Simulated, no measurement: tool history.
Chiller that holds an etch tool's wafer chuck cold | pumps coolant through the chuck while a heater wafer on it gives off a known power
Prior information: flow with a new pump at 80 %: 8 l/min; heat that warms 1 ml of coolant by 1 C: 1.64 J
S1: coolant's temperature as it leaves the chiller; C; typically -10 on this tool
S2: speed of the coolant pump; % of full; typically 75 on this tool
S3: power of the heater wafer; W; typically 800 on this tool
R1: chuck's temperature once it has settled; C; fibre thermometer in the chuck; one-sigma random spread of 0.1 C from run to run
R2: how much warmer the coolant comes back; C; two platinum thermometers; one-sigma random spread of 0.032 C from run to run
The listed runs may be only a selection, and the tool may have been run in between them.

run 1 day=0.000 | S1=-10 S2=75 S3=800 | R1=-2.3 R2=4.61
run 2 day=2.754 | S1=-10 S2=86 S3=800 | R1=-3.3 R2=3.89
run 3 day=4.738 | S1=-10 S2=75 S3=589 | R1=-4.4 R2=3.40
run 4 day=7.096 | S1=-10 S2=84 S3=800 | R1=-3.0 R2=4.04
run 5 day=9.104 | S1=-10 S2=84 S3=800 | R1=-2.9 R2=4.02
run 6 day=11.100 | S1=-10 S2=84 S3=800 | R1=-3.0 R2=4.06
run 7 day=13.754 | S1=-10 S2=84 S3=527 | R1=-5.4 R2=2.68
run 8 day=16.542 | S1=-10 S2=72 S3=800 | R1=-1.8 R2=4.88
run 9 day=18.525 | S1=-10 S2=72 S3=800 | R1=-1.6 R2=4.86
run 10 day=20.671 | S1=-10 S2=65 S3=800 | R1=-0.9 R2=5.49
run 11 day=23.450 | S1=-18 S2=75 S3=800 | R1=-9.9 R2=4.70
run 12 day=27.200 | S1=-18 S2=75 S3=800 | R1=-9.8 R2=4.64
run 13 day=31.500 | S1=-18 S2=75 S3=800 | R1=-9.8 R2=4.67
run 14 day=33.725 | S1=-10 S2=63 S3=800 | R1=-0.2 R2=5.69
run 15 day=35.638 | S1=-10 S2=63 S3=800 | R1=-0.3 R2=5.68
run 16 day=37.638 | S1=-10 S2=63 S3=800 | R1=-0.2 R2=5.69
-- day=40.771 coolant changed, channels flushed
run 17 day=42.246 | S1=-18 S2=61 S3=800 | R1=-9.0 R2=6.01
run 18 day=45.100 | S1=-18 S2=85 S3=456 | R1=-14.3 R2=2.32
run 19 day=49.662 | S1=-19 S2=71 S3=590 | R1=-13.3 R2=3.69
run 20 day=54.188 | S1=-20 S2=64 S3=800 | R1=-11.1 R2=5.67
run 21 day=57.804 | S1=-20 S2=75 S3=800 | R1=-12.7 R2=4.77
run 22 day=61.929 | S1=-20 S2=75 S3=467 | R1=-15.6 R2=2.86
run 23 day=66.117 | S1=-1 S2=60 S3=1060 | R1=11.7 R2=8.16
run 24 day=70.238 | S1=-10 S2=85 S3=1067 | R1=-1.1 R2=5.63
run 25 day=73.675 | S1=-10 S2=88 S3=800 | R1=-3.5 R2=4.07
run 26 day=77.438 | S1=-10 S2=88 S3=800 | R1=-3.6 R2=4.10
run 27 day=81.283 | S1=-10 S2=88 S3=800 | R1=-3.3 R2=4.11
run 28 day=83.446 | S1=-13 S2=92 S3=948 | R1=-5.4 R2=4.67
run 29 day=86.967 | S1=-3 S2=87 S3=800 | R1=3.6 R2=4.17
run 30 day=89.775 | S1=-10 S2=73 S3=800 | R1=-2.2 R2=5.03
run 31 day=93.612 | S1=-19 S2=70 S3=492 | R1=-13.9 R2=3.28

3 options for the next run, each taken on its own from the tool as it stands now. Forecast them:
run A day=97.275 | S1=-15 S2=87 S3=863 | R1=? R2=?
run B day=97.275 | S1=-19 S2=74 S3=492 | R1=? R2=?
run C day=97.275 | S1=-7 S2=97 S3=821 | R1=? R2=?

run=A R1=-7.5 R2=4.62
run=B R1=-14.1 R2=3.07
run=C R1=-0.7 R2=3.86
With no hidden state in the tool, these same runs would have given:
run=A R1=-9.2 R2=3.64
run=B R1=-15.2 R2=2.41
run=C R1=-2.1 R2=3.04

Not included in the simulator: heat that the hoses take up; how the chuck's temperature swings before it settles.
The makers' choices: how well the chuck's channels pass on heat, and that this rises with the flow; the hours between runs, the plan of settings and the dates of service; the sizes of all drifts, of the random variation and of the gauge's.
